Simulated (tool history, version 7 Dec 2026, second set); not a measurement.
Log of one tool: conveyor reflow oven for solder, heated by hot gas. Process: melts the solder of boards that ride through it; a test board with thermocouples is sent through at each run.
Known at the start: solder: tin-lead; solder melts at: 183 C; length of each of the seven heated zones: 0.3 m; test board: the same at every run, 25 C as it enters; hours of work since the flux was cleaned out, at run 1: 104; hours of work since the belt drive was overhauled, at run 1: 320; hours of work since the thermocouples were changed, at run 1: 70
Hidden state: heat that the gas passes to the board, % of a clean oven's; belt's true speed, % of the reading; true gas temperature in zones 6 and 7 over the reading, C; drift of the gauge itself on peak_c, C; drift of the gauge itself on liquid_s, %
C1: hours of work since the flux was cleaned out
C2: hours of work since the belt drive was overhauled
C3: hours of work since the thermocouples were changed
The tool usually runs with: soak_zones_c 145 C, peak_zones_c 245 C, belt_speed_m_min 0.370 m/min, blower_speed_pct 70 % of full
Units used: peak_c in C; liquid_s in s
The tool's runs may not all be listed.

run 1 hour=0.0 | soak_zones_c=145 peak_zones_c=245 belt_speed_m_min=0.370 blower_speed_pct=70 | C1=104 C2=320 C3=70 | peak_c=230.3 liquid_s=86.8
run 2 hour=6.6 | soak_zones_c=145 peak_zones_c=242 belt_speed_m_min=0.370 blower_speed_pct=70 | C1=108 C2=325 C3=75 | peak_c=227.3 liquid_s=85.9
run 3 hour=16.1 | soak_zones_c=145 peak_zones_c=242 belt_speed_m_min=0.370 blower_speed_pct=70 | C1=116 C2=332 C3=82 | peak_c=227.5 liquid_s=84.7
run 4 hour=21.2 | soak_zones_c=145 peak_zones_c=242 belt_speed_m_min=0.370 blower_speed_pct=70 | C1=119 C2=336 C3=86 | peak_c=226.9 liquid_s=84.5
run 5 hour=30.0 | soak_zones_c=145 peak_zones_c=256 belt_speed_m_min=0.370 blower_speed_pct=70 | C1=126 C2=342 C3=92 | peak_c=238.9 liquid_s=92.7
run 6 hour=41.0 | soak_zones_c=145 peak_zones_c=245 belt_speed_m_min=0.370 blower_speed_pct=70 | C1=134 C2=350 C3=101 | peak_c=229.5 liquid_s=87.1
run 7 hour=52.5 | soak_zones_c=145 peak_zones_c=238 belt_speed_m_min=0.370 blower_speed_pct=70 | C1=142 C2=359 C3=109 | peak_c=223.1 liquid_s=81.8
run 8 hour=58.6 | soak_zones_c=145 peak_zones_c=238 belt_speed_m_min=0.370 blower_speed_pct=70 | C1=147 C2=363 C3=114 | peak_c=222.4 liquid_s=81.7
run 9 hour=68.8 | soak_zones_c=145 peak_zones_c=245 belt_speed_m_min=0.346 blower_speed_pct=70 | C1=154 C2=371 C3=121 | peak_c=231.0 liquid_s=94.9
run 10 hour=80.9 | soak_zones_c=145 peak_zones_c=245 belt_speed_m_min=0.346 blower_speed_pct=70 | C1=163 C2=380 C3=130 | peak_c=231.8 liquid_s=94.1
run 11 hour=90.3 | soak_zones_c=145 peak_zones_c=245 belt_speed_m_min=0.346 blower_speed_pct=70 | C1=170 C2=387 C3=137 | peak_c=231.2 liquid_s=94.3
run 12 hour=98.5 | soak_zones_c=145 peak_zones_c=245 belt_speed_m_min=0.346 blower_speed_pct=70 | C1=176 C2=393 C3=143 | peak_c=231.1 liquid_s=94.5
run 13 hour=110.3 | soak_zones_c=145 peak_zones_c=245 belt_speed_m_min=0.346 blower_speed_pct=70 | C1=185 C2=402 C3=152 | peak_c=231.4 liquid_s=94.2
run 14 hour=118.9 | soak_zones_c=145 peak_zones_c=245 belt_speed_m_min=0.346 blower_speed_pct=70 | C1=191 C2=408 C3=158 | peak_c=232.1 liquid_s=93.4
run 15 hour=124.0 | soak_zones_c=145 peak_zones_c=245 belt_speed_m_min=0.346 blower_speed_pct=78 | C1=195 C2=412 C3=162 | peak_c=231.9 liquid_s=94.7
run 16 hour=136.0 | soak_zones_c=135 peak_zones_c=245 belt_speed_m_min=0.346 blower_speed_pct=50 | C1=204 C2=421 C3=171 | peak_c=225.1 liquid_s=83.0
run 17 hour=148.0 | soak_zones_c=135 peak_zones_c=245 belt_speed_m_min=0.346 blower_speed_pct=50 | C1=213 C2=429 C3=179 | peak_c=223.9 liquid_s=83.7
run 18 hour=159.1 | soak_zones_c=145 peak_zones_c=240 belt_speed_m_min=0.370 blower_speed_pct=70 | C1=221 C2=438 C3=188 | peak_c=224.3 liquid_s=83.1
run 19 hour=169.9 | soak_zones_c=134 peak_zones_c=254 belt_speed_m_min=0.330 blower_speed_pct=84 | C1=229 C2=446 C3=196 | peak_c=240.7 liquid_s=101.1
run 20 hour=179.8 | soak_zones_c=134 peak_zones_c=254 belt_speed_m_min=0.330 blower_speed_pct=84 | C1=236 C2=453 C3=203 | peak_c=240.7 liquid_s=101.8
run 21 hour=191.3 | soak_zones_c=153 peak_zones_c=242 belt_speed_m_min=0.423 blower_speed_pct=79 | C1=245 C2=461 C3=211 | peak_c=224.6 liquid_s=75.9

For run 22, what comes out?
run 22 hour=197.3 | soak_zones_c=153 peak_zones_c=242 belt_speed_m_min=0.311 blower_speed_pct=79 | C1=249 C2=466 C3=216 | peak_c=? liquid_s=?

{"run 22": {"peak_c": 232.5, "liquid_s": 110.7}}
With no hidden state in the tool, this same run would have given peak_c 234.3 C, liquid_s 111.0 s.
